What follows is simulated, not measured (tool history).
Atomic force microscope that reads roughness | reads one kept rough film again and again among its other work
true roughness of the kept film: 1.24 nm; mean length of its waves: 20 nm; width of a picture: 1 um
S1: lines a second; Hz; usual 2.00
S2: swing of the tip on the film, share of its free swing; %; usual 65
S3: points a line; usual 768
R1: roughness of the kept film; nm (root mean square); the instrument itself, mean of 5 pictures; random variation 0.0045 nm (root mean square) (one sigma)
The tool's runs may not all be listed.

run 1 hour=0.0 | S1=2.00 S2=65 S3=768 | R1=1.017
run 2 hour=8.7 | S1=2.00 S2=65 S3=768 | R1=1.009
run 3 hour=24.9 | S1=2.00 S2=65 S3=768 | R1=1.004
run 4 hour=40.5 | S1=2.00 S2=65 S3=1013 | R1=0.991
run 5 hour=53.1 | S1=2.00 S2=65 S3=1013 | R1=1.001
run 6 hour=66.4 | S1=2.00 S2=65 S3=1013 | R1=0.986
run 7 hour=76.0 | S1=2.00 S2=65 S3=1013 | R1=0.983
-- hour=84.8 new tip fitted
run 8 hour=89.0 | S1=2.00 S2=65 S3=1013 | R1=1.066
run 9 hour=106.1 | S1=2.00 S2=65 S3=768 | R1=1.058
run 10 hour=120.8 | S1=2.00 S2=65 S3=768 | R1=1.048
run 11 hour=131.5 | S1=2.00 S2=65 S3=686 | R1=1.036
run 12 hour=149.2 | S1=2.00 S2=65 S3=686 | R1=1.043
run 13 hour=164.0 | S1=1.64 S2=65 S3=768 | R1=1.049
run 14 hour=179.1 | S1=1.64 S2=65 S3=768 | R1=1.044
run 15 hour=190.3 | S1=1.64 S2=65 S3=768 | R1=1.034
run 16 hour=207.5 | S1=2.00 S2=65 S3=459 | R1=1.014
run 17 hour=215.6 | S1=2.00 S2=65 S3=459 | R1=1.002
-- hour=218.0 height scale calibrated on a step standard
run 18 hour=233.6 | S1=2.00 S2=65 S3=944 | R1=0.999
run 19 hour=248.5 | S1=2.00 S2=65 S3=623 | R1=0.990
run 20 hour=259.3 | S1=2.00 S2=65 S3=623 | R1=0.987
run 21 hour=274.5 | S1=2.00 S2=65 S3=623 | R1=0.977
run 22 hour=289.3 | S1=2.00 S2=65 S3=623 | R1=0.972
run 23 hour=298.7 | S1=2.00 S2=65 S3=623 | R1=0.972
-- hour=306.3 new tip fitted
run 24 hour=308.0 | S1=2.00 S2=65 S3=623 | R1=1.059
-- hour=315.4 height scale calibrated on a step standard, once more
run 25 hour=319.3 | S1=2.00 S2=65 S3=623 | R1=1.053
run 26 hour=327.6 | S1=2.00 S2=75 S3=768 | R1=0.997
run 27 hour=336.9 | S1=2.00 S2=74 S3=563 | R1=1.003
run 28 hour=344.8 | S1=2.00 S2=80 S3=539 | R1=0.941
run 29 hour=360.4 | S1=1.25 S2=86 S3=870 | R1=0.972
run 30 hour=368.9 | S1=3.36 S2=63 S3=367 | R1=0.986
run 31 hour=385.5 | S1=1.06 S2=77 S3=719 | R1=1.028
run 32 hour=396.4 | S1=2.61 S2=77 S3=896 | R1=0.915
run 33 hour=407.0 | S1=1.91 S2=64 S3=896 | R1=1.039
run 34 hour=421.3 | S1=3.78 S2=64 S3=896 | R1=0.958
run 35 hour=432.5 | S1=3.78 S2=84 S3=269 | R1=0.736
run 36 hour=441.4 | S1=3.78 S2=57 S3=269 | R1=0.974
run 37 hour=454.0 | S1=2.00 S2=74 S3=768 | R1=0.959
run 38 hour=471.2 | S1=0.73 S2=80 S3=768 | R1=1.018
run 39 hour=480.0 | S1=3.16 S2=68 S3=318 | R1=0.909
run 40 hour=491.0 | S1=0.54 S2=68 S3=768 | R1=1.048
run 41 hour=500.6 | S1=0.54 S2=68 S3=768 | R1=1.042
run 42 hour=511.9 | S1=1.23 S2=56 S3=768 | R1=1.045
run 43 hour=523.1 | S1=1.23 S2=56 S3=768 | R1=1.036
-- hour=528.0 new tip fitted
run 44 hour=537.1 | S1=1.23 S2=56 S3=768 | R1=1.116
run 45 hour=547.0 | S1=1.24 S2=80 S3=508 | R1=1.019
run 46 hour=563.2 | S1=0.76 S2=65 S3=846 | R1=1.096
run 47 hour=571.8 | S1=0.76 S2=65 S3=846 | R1=1.098
run 48 hour=581.6 | S1=1.60 S2=61 S3=846 | R1=1.070
run 49 hour=595.8 | S1=1.60 S2=61 S3=846 | R1=1.068
run 50 hour=613.0 | S1=0.79 S2=89 S3=367 | R1=0.981
run 51 hour=626.6 | S1=0.79 S2=89 S3=367 | R1=0.978
run 52 hour=638.2 | S1=2.95 S2=65 S3=457 | R1=0.973

Forecast each of these 4 alternatives for the next run:
run A hour=647.0 | S1=2.00 S2=64 S3=768 | R1=?
run B hour=647.0 | S1=1.60 S2=65 S3=457 | R1=?
run C hour=647.0 | S1=1.57 S2=65 S3=457 | R1=?
run D hour=647.0 | S1=0.93 S2=68 S3=992 | R1=?

run=A R1=1.015
run=B R1=1.021
run=C R1=1.029
run=D R1=1.058
Without the tool's hidden state the same runs would have given:
run=A R1=1.072
run=B R1=1.079
run=C R1=1.086
run=D R1=1.118
